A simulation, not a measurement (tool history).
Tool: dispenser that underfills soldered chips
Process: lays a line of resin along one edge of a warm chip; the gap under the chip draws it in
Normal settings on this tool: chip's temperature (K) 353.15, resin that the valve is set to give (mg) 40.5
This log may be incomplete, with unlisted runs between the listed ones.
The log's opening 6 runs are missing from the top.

run    day  chip's temperature (K)  resin that the valve is set to give (mg)  hours of work since the syringe was changed  hours of work since the valve was cleaned  hours of work since the stage was calibrated  time until the resin shows at the far edge (s)  resin that the valve gave (mg)
     1.825  -- new syringe of resin
  7  2.104                  353.15                                      40.5                                            4                                         45                                           100                                           298.7                           38.94
     2.162  -- new syringe of resin
  8  2.358                  353.15                                      50.8                                            3                                         49                                           104                                           264.5                           49.04
       2.5  -- new syringe of resin
  9  2.633                  353.15                                      50.8                                            2                                         53                                           108                                           234.1                           49.01
     2.854  -- new syringe of resin
 10  2.854                  341.15                                      40.5                                            0                                         56                                           111                                           306.1                           38.95
 11  3.012                  341.15                                      40.5                                            3                                         59                                           114                                           387.2                           39.01
     3.179  -- new syringe of resin
 12  3.317                  353.15                                      40.5                                            2                                         64                                           118                                           247.8                           38.73
     3.521  -- new syringe of resin
 13  3.612                  353.15                                      40.5                                            1                                         68                                           123                                           238.1                           38.33
     3.871  -- new syringe of resin
 14  3.992                  353.15                                      40.5                                            2                                         74                                           129                                             237                            38.3
     4.138  -- dispensing valve cleaned and set on the balance
     4.238  -- new syringe of resin
 15  4.375                  353.15                                      40.5                                            2                                          4                                           134                                           242.2                           40.38
     4.579  -- new syringe of resin
 16  4.612                  353.15                                      40.5                                            0                                          7                                           138                                           209.2                            40.3
     4.921  -- new syringe of resin
 17  4.921                  350.15                                      40.5                                            0                                         12                                           142                                             222                           39.91
 18  5.117                  350.15                                      40.5                                            3                                         15                                           146                                           287.7                           39.89
     5.258  -- new syringe of resin
 19  5.383                  343.15                                      36.6                                            2                                         19                                           150                                           332.8                           35.87
     5.592  -- new syringe of resin
 20  5.704                  343.15                                      36.6                                            2                                         24                                           155                                           332.5                           35.92
     5.921  -- new syringe of resin
 21  6.108                  343.15                                      36.6                                            3                                         30                                           161                                           370.3                           35.96
      6.25  -- new syringe of resin
 22  6.329                  343.15                                      36.6                                            1                                         34                                           164                                           323.5                           35.74
     6.588  -- new syringe of resin
 23  6.638                  341.15                                      49.5                                            1                                         38                                           169                                           316.8                           48.18
 24  6.796                  345.15                                      46.3                                            3                                         41                                           171                                           343.8                           45.25
     6.921  -- new syringe of resin
 25  7.117                  362.15                                      37.9                                            3                                         46                                           176                                           197.4                           36.99
     7.275  -- new syringe of resin
 26  7.392                  356.15                                        43                                            2                                         50                                           181                                           213.4                           41.29

The next listed run, before its measurement:
 27  7.583                  347.15                                      40.2                                            5                                         53                                           184                                               ?                               ?

{"run 27": {"time until the resin shows at the far edge (s)": 367.6, "resin that the valve gave (mg)": 38.67}}
Had the tool carried no hidden state, the very same run would have given time until the resin shows at the far edge (s) 249.4, resin that the valve gave (mg) 40.24.
